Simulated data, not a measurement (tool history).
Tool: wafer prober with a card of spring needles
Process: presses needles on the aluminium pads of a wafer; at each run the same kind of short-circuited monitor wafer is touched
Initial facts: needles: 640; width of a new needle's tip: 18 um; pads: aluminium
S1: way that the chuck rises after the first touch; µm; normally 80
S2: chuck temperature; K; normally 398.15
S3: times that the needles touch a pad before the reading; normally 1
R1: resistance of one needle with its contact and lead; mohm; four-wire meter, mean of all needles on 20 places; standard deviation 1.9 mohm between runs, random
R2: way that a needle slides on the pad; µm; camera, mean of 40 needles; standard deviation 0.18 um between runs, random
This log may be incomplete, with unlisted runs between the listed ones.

run,hour,S1,S2,S3,R1,R2
1,0.0,80,398.15,1,212,18.61
# hour 4.8: tips cleaned on abrasive film
# hour 9.5: tips cleaned on abrasive film
# hour 14.3: tips cleaned on abrasive film
# hour 19.0: tips cleaned on abrasive film
2,19.0,80,398.15,1,210,18.79
# hour 23.8: tips cleaned on abrasive film
# hour 28.5: tips cleaned on abrasive film
# hour 33.3: tips cleaned on abrasive film
# hour 38.0: tips cleaned on abrasive film
# hour 41.9: tips cleaned on abrasive film
3,43.8,80,398.15,1,207,18.79
# hour 45.8: tips cleaned on abrasive film
# hour 50.6: tips cleaned on abrasive film
# hour 54.4: tips cleaned on abrasive film
# hour 58.2: tips cleaned on abrasive film
4,61.7,80,398.15,2,208,18.42
# hour 62.7: tips cleaned on abrasive film
# hour 66.5: tips cleaned on abrasive film
# hour 71.3: tips cleaned on abrasive film
# hour 76.0: tips cleaned on abrasive film
# hour 79.9: tips cleaned on abrasive film
5,80.7,80,398.15,1,212,18.33
# hour 84.5: tips cleaned on abrasive film
# hour 88.4: tips cleaned on abrasive film
# hour 92.2: tips cleaned on abrasive film
# hour 96.9: tips cleaned on abrasive film
# hour 101.7: tips cleaned on abrasive film
# hour 105.5: tips cleaned on abrasive film
6,106.7,80,398.15,1,211,18.47
# hour 109.6: tips cleaned on abrasive film
# hour 113.4: tips cleaned on abrasive film
# hour 118.2: tips cleaned on abrasive film
7,121.9,80,398.15,1,209,18.69
# hour 122.9: tips cleaned on abrasive film
# hour 127.7: tips cleaned on abrasive film
# hour 132.4: tips cleaned on abrasive film
# hour 137.2: tips cleaned on abrasive film
8,138.7,63,363.15,3,204,14.59
# hour 141.6: tips cleaned on abrasive film
# hour 153.6: card fitted with new needles
# hour 158.4: tips cleaned on abrasive film
# hour 163.1: tips cleaned on abrasive film
# hour 167.9: tips cleaned on abrasive film
# hour 171.7: tips cleaned on abrasive film
# hour 176.5: tips cleaned on abrasive film
9,180.2,70,360.15,2,202,16.36
# hour 181.2: tips cleaned on abrasive film
# hour 185.0: tips cleaned on abrasive film
# hour 189.8: tips cleaned on abrasive film
# hour 194.5: tips cleaned on abrasive film
# hour 198.4: tips cleaned on abrasive film
# hour 203.1: tips cleaned on abrasive film
# hour 207.9: tips cleaned on abrasive film
10,211.3,80,305.15,1,193,18.31
# hour 212.4: tips cleaned on abrasive film
# hour 216.2: tips cleaned on abrasive film
# hour 220.9: tips cleaned on abrasive film
# hour 224.8: tips cleaned on abrasive film
# hour 229.5: tips cleaned on abrasive film
# hour 233.4: tips cleaned on abrasive film
# hour 238.1: tips cleaned on abrasive film
11,239.6,80,299.15,1,190,18.65

Branching from run 11: 5 alternative next runs. What would each branch give?
# hour 242.5: tips cleaned on abrasive film
# hour 246.3: tips cleaned on abrasive film
# hour 251.1: tips cleaned on abrasive film
# hour 255.8: tips cleaned on abrasive film
# hour 259.7: tips cleaned on abrasive film
# hour 264.4: tips cleaned on abrasive film
A,267.0,84,398.15,1,?,?
# hour 242.5: tips cleaned on abrasive film
# hour 246.3: tips cleaned on abrasive film
# hour 251.1: tips cleaned on abrasive film
# hour 255.8: tips cleaned on abrasive film
# hour 259.7: tips cleaned on abrasive film
# hour 264.4: tips cleaned on abrasive film
B,267.0,91,360.15,1,?,?
# hour 242.5: tips cleaned on abrasive film
# hour 246.3: tips cleaned on abrasive film
# hour 251.1: tips cleaned on abrasive film
# hour 255.8: tips cleaned on abrasive film
# hour 259.7: tips cleaned on abrasive film
# hour 264.4: tips cleaned on abrasive film
C,267.0,98,299.15,2,?,?
# hour 242.5: tips cleaned on abrasive film
# hour 246.3: tips cleaned on abrasive film
# hour 251.1: tips cleaned on abrasive film
# hour 255.8: tips cleaned on abrasive film
# hour 259.7: tips cleaned on abrasive film
# hour 264.4: tips cleaned on abrasive film
D,267.0,64,377.15,2,?,?
# hour 242.5: tips cleaned on abrasive film
# hour 246.3: tips cleaned on abrasive film
# hour 251.1: tips cleaned on abrasive film
# hour 255.8: tips cleaned on abrasive film
# hour 259.7: tips cleaned on abrasive film
# hour 264.4: tips cleaned on abrasive film
E,267.0,87,299.15,1,?,?

run,R1,R2
A,212,19.45
B,197,21.18
C,185,22.71
D,213,15.00
E,185,20.40
Stripped of hidden state, with their random variation kept, the same runs would have yielded:
run,R1,R2
A,211,19.46
B,196,21.19
C,184,22.72
D,212,15.01
E,185,20.41
